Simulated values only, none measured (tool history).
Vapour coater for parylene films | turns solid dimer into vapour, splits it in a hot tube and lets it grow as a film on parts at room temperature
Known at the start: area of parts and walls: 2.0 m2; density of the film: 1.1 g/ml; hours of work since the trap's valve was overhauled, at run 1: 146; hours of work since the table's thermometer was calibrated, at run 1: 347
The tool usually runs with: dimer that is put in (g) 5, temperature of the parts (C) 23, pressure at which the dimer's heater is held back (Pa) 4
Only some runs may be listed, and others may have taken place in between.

run,hour,dimer that is put in (g),temperature of the parts (C),pressure at which the dimer's heater is held back (Pa),hours of work since the trap's valve was overhauled,hours of work since the table's thermometer was calibrated,thickness of the film (µm)
1,0,5,23,4,146,347,1.192
2,18.3,5,23,4,161,361,1.2
3,43.9,5,23,4,181,381,1.187
4,57.2,5,23,3.41,191,392,1.209
5,78.8,5,23,3.41,208,409,1.208
6,94.9,5,23,3.41,221,422,1.201
7,110.3,5,33,3.41,233,434,0.941
# hour 116.5: trap's valve overhauled
8,135.8,5,33,3.41,15,451,0.988
9,155.1,5,33,3.41,30,466,0.988
10,180.7,4,30,4.78,51,486,0.829
11,196.5,2,30,2.14,63,498,0.457
12,223,2,30,2.14,84,519,0.439
13,242.3,5,17,4,99,535,1.418
14,257.2,8,23,4.56,111,546,1.928
15,280.3,8,23,4.56,129,565,1.918
16,305.9,6,21,7.74,149,585,1.412
17,334.3,6,21,7.74,172,607,1.426

Per-run results on a tool with no hidden state, each run keeping its own random variation:
Hidden state present: vapour lost through the trap's worn valve, %; true temperature of the parts over the reading, C; drift of the gauge itself on film_um, %.
run,thickness of the film (µm)
1,1.231
2,1.243
3,1.236
4,1.262
5,1.266
6,1.262
7,0.991
8,0.985
9,0.988
10,0.833
11,0.461
12,0.445
13,1.441
14,1.964
15,1.963
16,1.452
17,1.474

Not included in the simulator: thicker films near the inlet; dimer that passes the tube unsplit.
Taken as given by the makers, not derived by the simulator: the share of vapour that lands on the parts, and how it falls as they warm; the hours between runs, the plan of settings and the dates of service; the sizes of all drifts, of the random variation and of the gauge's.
